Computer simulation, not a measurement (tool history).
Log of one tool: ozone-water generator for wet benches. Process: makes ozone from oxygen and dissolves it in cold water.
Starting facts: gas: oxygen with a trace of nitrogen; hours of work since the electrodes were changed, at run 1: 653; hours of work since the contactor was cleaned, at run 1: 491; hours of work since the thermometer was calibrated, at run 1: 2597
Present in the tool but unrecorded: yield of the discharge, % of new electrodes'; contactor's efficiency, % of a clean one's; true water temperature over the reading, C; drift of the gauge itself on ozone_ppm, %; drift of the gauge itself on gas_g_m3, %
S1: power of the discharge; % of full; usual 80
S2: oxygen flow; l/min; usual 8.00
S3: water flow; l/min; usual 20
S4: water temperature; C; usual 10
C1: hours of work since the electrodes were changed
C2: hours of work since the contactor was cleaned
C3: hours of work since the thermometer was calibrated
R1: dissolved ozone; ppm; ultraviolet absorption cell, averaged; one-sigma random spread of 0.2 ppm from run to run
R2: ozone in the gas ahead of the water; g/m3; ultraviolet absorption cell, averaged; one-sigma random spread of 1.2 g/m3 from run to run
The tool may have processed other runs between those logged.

| run | hour | S1 | S2 | S3 | S4 | C1 | C2 | C3 | R1 | R2 |
|---|---|---|---|---|---|---|---|---|---|---|
| 1 | 0.0 | 80 | 8.00 | 20 | 10 | 653 | 491 | 2597 | 29.6 | 226.0 |
| 2 | 110.0 | 66 | 8.00 | 20 | 10 | 742 | 579 | 2685 | 25.3 | 196.5 |
| 3 | 187.2 | 80 | 8.00 | 20 | 10 | 804 | 642 | 2748 | 29.4 | 227.7 |
| 4 | 297.0 | 80 | 8.00 | 20 | 10 | 893 | 730 | 2836 | 29.6 | 227.6 |
| 5 | 375.5 | 80 | 8.00 | 20 | 10 | 956 | 793 | 2900 | 29.4 | 226.1 |
| 6 | 484.0 | 80 | 8.00 | 20 | 10 | 1044 | 881 | 2987 | 29.4 | 227.0 |
| 7 | 576.4 | 43 | 14.38 | 20 | 10 | 1118 | 955 | 3062 | 17.8 | 105.8 |
| 8 | 655.8 | 43 | 14.38 | 20 | 10 | 1182 | 1019 | 3126 | 17.7 | 106.4 |
| 9 | 751.6 | 76 | 8.00 | 20 | 6 | 1260 | 1097 | 3203 | 29.9 | 218.9 |
| 10 | 854.0 | 76 | 8.00 | 20 | 6 | 1342 | 1179 | 3286 | 30.0 | 216.5 |
|  | 891.6 | water thermometer calibrated |
| 11 | 955.1 | 97 | 6.61 | 13 | 13 | 1423 | 1260 | 51 | 43.0 | 289.4 |

5 options for the next run, each taken on its own from the tool as it stands now. Forecast them:
| A | 1029.1 | 80 | 8.00 | 16 | 10 | 1483 | 1320 | 111 | ? | ? |
| B | 1029.1 | 55 | 6.61 | 13 | 13 | 1483 | 1320 | 111 | ? | ? |
| C | 1029.1 | 97 | 4.55 | 16 | 7 | 1483 | 1320 | 111 | ? | ? |
| D | 1029.1 | 71 | 5.01 | 22 | 13 | 1483 | 1320 | 111 | ? | ? |
| E | 1029.1 | 56 | 14.33 | 20 | 13 | 1483 | 1320 | 111 | ? | ? |

| run | R1 | R2 |
|---|---|---|
| A | 33.8 | 227.7 |
| B | 27.3 | 183.0 |
| C | 39.8 | 342.6 |
| D | 22.6 | 254.8 |
| E | 20.5 | 133.3 |
Without the tool's hidden state the same runs would have given:
| run | R1 | R2 |
|---|---|---|
| A | 33.8 | 227.9 |
| B | 27.4 | 183.1 |
| C | 39.8 | 343.0 |
| D | 22.6 | 255.0 |
| E | 20.5 | 133.4 |
